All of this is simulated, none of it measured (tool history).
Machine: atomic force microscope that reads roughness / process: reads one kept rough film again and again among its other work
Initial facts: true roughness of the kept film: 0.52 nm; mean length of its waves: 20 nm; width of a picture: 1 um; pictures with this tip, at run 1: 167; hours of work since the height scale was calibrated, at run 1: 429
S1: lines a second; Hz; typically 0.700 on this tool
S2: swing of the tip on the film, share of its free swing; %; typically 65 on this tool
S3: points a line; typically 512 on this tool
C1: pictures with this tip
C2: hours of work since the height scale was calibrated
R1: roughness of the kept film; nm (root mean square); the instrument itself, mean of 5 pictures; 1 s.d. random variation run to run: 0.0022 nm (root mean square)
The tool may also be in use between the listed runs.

run   hour     S1  S2   S3   C1   C2     R1
  1    0.0  0.700  65  512  167  429  0.469
  2   14.3  0.700  56  512  191  438  0.477
  3   44.3  0.968  65  512  241  458  0.458
  4   59.0  0.968  65  512  266  467  0.454
      71.5  -- new tip fitted
  5   76.4  0.968  65  512    8  478  0.475
  6  108.0  0.968  65  512   61  499  0.472
  7  125.4  0.700  65  512   90  510  0.475
  8  156.1  0.700  82  512  142  530  0.450
  9  174.0  0.700  82  512  172  542  0.449
 10  189.5  0.700  82  512  198  552  0.450
 11  213.3  0.700  82  512  238  567  0.446
 12  229.8  0.700  82  557  265  578  0.441
     242.5  -- new tip fitted
 13  245.4  0.655  65  512    4  587  0.485
 14  275.6  0.700  65  512   55  607  0.478
 15  295.4  0.700  65  512   88  620  0.477
 16  325.4  0.883  65  512  138  639  0.464
 17  353.8  0.883  65  512  186  658  0.463
 18  380.4  0.883  65  512  231  675  0.459
 19  396.5  1.005  65  512  258  685  0.459
     411.9  -- new tip fitted
 20  422.2  1.005  65  512   17  702  0.473
 21  453.7  3.478  65  512   70  722  0.424
 22  476.5  0.700  65  512  108  737  0.474
 23  503.2  1.133  65  512  152  754  0.465
 24  519.8  0.646  65  999  180  765  0.468
 25  541.8  0.646  77  790  217  779  0.453
     544.4  -- height scale calibrated on a step standard
 26  559.7  1.778  70  282  246   10  0.420
 27  574.3  2.633  77  540  270   19  0.384
     583.7  -- new tip fitted
 28  607.9  0.700  84  991   40   41  0.454
     625.7  -- height scale calibrated on a step standard, once more
 29  638.5  1.171  67  309   90    8  0.455
 30  671.7  1.171  67  309  146   30  0.454
 31  701.5  1.171  67  309  196   49  0.450
 32  724.6  1.171  67  309  234   64  0.453
 33  740.1  1.249  63  518  260   74  0.458
     754.9  -- new tip fitted
 34  767.3  2.315  60  579   21   91  0.463
 35  792.5  2.315  60  579   63  108  0.466

For run 36, what comes out?
 36  811.9  1.108  58  375  96  120   ?

For run 36 the tool returned R1 0.472 nm (root mean square).
Were there no unlogged condition in the tool, this run, its random variation unchanged, would have produced R1 0.481 nm (root mean square).
